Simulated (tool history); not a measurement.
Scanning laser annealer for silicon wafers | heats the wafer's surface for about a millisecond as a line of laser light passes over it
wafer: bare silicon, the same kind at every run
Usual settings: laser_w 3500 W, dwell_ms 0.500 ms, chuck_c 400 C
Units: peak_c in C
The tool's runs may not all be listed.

| run | day | laser_w | dwell_ms | chuck_c | peak_c |
|---|---|---|---|---|---|
| 1 | 0.000 | 3500 | 0.500 | 400 | 1196 |
| 2 | 0.254 | 3500 | 0.453 | 400 | 1153 |
| 3 | 0.667 | 3500 | 0.453 | 400 | 1151 |
| 4 | 0.929 | 3285 | 0.500 | 400 | 1153 |
| 5 | 1.296 | 3500 | 0.500 | 367 | 1162 |
| 6 | 1.567 | 3500 | 0.500 | 367 | 1162 |
| 7 | 2.033 | 3500 | 0.500 | 367 | 1164 |
| 8 | 2.350 | 3500 | 0.500 | 367 | 1159 |
| 9 | 2.683 | 3500 | 0.500 | 367 | 1162 |
| 10 | 2.938 | 3500 | 0.500 | 367 | 1162 |

The next listed run, before its measurement:
| 11 | 3.158 | 3500 | 0.500 | 367 | ? |

{"run 11": {"peak_c": 1160}}
Without the tool's hidden state the same run would have given peak_c 1164 C.

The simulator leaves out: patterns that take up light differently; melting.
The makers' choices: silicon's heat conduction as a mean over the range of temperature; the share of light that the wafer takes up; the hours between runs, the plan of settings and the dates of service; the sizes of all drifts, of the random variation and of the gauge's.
